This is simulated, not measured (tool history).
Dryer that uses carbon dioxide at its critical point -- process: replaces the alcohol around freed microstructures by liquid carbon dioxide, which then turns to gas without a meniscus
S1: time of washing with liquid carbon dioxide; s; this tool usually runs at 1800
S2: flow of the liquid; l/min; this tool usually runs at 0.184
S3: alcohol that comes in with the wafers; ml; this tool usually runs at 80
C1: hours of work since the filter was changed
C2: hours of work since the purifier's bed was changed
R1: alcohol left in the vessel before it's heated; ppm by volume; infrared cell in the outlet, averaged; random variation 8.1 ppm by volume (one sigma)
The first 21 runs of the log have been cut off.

run	hour	S1	S2	S3	C1	C2	R1
22	1186.3	1800	0.278	80	143	319	78
23	1256.9	1800	0.184	80	181	356	691
24	1296.9	1800	0.149	80	202	378	1830
25	1362.5	1800	0.149	80	237	412	1880
# hour 1394.3: inlet filter changed
26	1396.9	1860	0.151	24	1	430	346
27	1466.0	1860	0.151	24	38	467	371
28	1537.4	1860	0.151	24	76	505	399
29	1602.2	1140	0.209	61	111	539	1784
30	1672.0	1800	0.184	86	148	577	727
31	1712.8	2160	0.209	80	169	598	182
32	1750.3	1320	0.175	80	189	618	2994
33	1818.8	1500	0.175	80	226	655	2006
34	1860.2	1500	0.175	80	248	677	2150
# hour 1867.9: inlet filter changed
35	1913.1	1320	0.178	34	24	704	958
36	1942.1	1320	0.178	34	40	720	951
37	1993.8	1320	0.178	34	67	747	998
38	2047.8	1320	0.269	80	96	776	441
39	2096.9	1140	0.232	102	122	802	1946
# hour 2109.0: purifier's bed changed
40	2137.0	2340	0.245	36	142	15	16
41	2185.8	1980	0.171	31	168	41	226
42	2243.2	1800	0.284	23	198	71	24
43	2299.3	2160	0.235	80	228	101	60
# hour 2344.5: inlet filter changed
44	2344.5	2760	0.282	33	0	125	17
45	2381.3	2760	0.282	33	20	144	28
46	2426.2	2760	0.282	33	44	168	21

Predict each of these 4 candidate next runs independently; none follows another, all start after run 46:
A	2488.2	2760	0.132	33	76	201	?
B	2488.2	1800	0.184	35	76	201	?
C	2488.2	1320	0.184	54	76	201	?
D	2488.2	1080	0.159	80	76	201	?

run	R1
A	166
B	248
C	1372
D	5894
With the hidden condition removed and each run's random variation left untouched, the same runs would have given:
run	R1
A	119
B	187
C	1162
D	5284

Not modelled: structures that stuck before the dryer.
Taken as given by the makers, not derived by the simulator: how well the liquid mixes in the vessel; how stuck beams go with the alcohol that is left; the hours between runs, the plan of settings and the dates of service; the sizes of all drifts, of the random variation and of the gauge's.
